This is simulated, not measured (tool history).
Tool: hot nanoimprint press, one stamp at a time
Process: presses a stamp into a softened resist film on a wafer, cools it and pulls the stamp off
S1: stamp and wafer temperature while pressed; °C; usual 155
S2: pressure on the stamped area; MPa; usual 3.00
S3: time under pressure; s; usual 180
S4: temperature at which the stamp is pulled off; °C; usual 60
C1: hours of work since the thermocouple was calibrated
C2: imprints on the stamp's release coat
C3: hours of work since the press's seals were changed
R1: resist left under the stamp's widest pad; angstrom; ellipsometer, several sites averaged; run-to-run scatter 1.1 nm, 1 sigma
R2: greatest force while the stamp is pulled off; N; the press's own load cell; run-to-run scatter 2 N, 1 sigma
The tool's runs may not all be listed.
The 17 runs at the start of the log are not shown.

Run 18, day 10.017: usual settings but S1 150 °C, S2 2.71 MPa, S3 126 s, S4 50 °C; C1 242; C2 468; C3 227. Result: R1 2945 angstrom, R2 213 N.
Run 19, day 10.658: usual settings but S1 166 °C, S3 213 s; C1 251; C2 511; C3 236. Result: R1 808 angstrom, R2 185 N.
Run 20, day 11.050: usual settings but S1 146 °C, S2 2.05 MPa, S3 126 s, S4 50 °C; C1 256; C2 537; C3 242. Result: R1 3865 angstrom, R2 217 N.
Run 21, day 11.538: usual settings but S2 3.29 MPa, S3 105 s; C1 263; C2 570; C3 248. Result: R1 2152 angstrom, R2 188 N.
Run 22, day 11.988: usual settings but S2 3.29 MPa, S3 105 s; C1 269; C2 600; C3 255. Result: R1 2118 angstrom, R2 186 N.
Run 23, day 12.462: usual settings but S2 3.29 MPa, S3 105 s; C1 276; C2 631; C3 261. Result: R1 2125 angstrom, R2 185 N.
Run 24, day 12.971: usual settings but S3 241 s; C1 283; C2 666; C3 268. Result: R1 1598 angstrom, R2 184 N.
Run 25, day 13.488: usual settings but S3 241 s; C1 290; C2 700; C3 275. Result: R1 1587 angstrom, R2 186 N.
Run 26, day 13.858: usual settings but S2 2.13 MPa, S4 57 °C; C1 295; C2 725; C3 280. Result: R1 2064 angstrom, R2 194 N.
Run 27, day 14.642: usual settings but S1 160 °C, S2 3.85 MPa, S4 55 °C; C1 306; C2 778; C3 291. Result: R1 1110 angstrom, R2 199 N.
Run 28, day 15.054: usual settings but S1 160 °C, S2 3.85 MPa, S3 281 s, S4 55 °C; C1 311; C2 805; C3 297. Result: R1 913 angstrom, R2 201 N.
At day 15.912: stamp cleaned and given a new release coat.
Run 29, day 16.017: usual settings but S1 160 °C, S2 3.85 MPa, S3 281 s, S4 55 °C; C1 321; C2 7; C3 307. Result: R1 922 angstrom, R2 197 N.
Run 30, day 16.758: usual settings but S1 156 °C, S2 4.62 MPa, S3 226 s; C1 331; C2 57; C3 317. Result: R1 1216 angstrom, R2 186 N.

Here are 3 independent what-if runs from the current tool condition. What would each one return?
Run A, day 17.488: usual settings but S1 153 °C, S3 115 s; C1 341; C2 106; C3 327. Result: R1 ?, R2 ?.
Run B, day 17.488: usual settings but S1 150 °C, S4 62 °C; C1 341; C2 106; C3 327. Result: R1 ?, R2 ?.
Run C, day 17.488: usual settings but S1 156 °C, S2 3.14 MPa, S3 335 s; C1 341; C2 106; C3 327. Result: R1 ?, R2 ?.

run    R1   R2
  A  2443  183
  B  2465  178
  C  1245  183
Without the tool's unlogged condition, the same runs would have read:
run    R1   R2
  A  2493  182
  B  2515  177
  C  1270  183
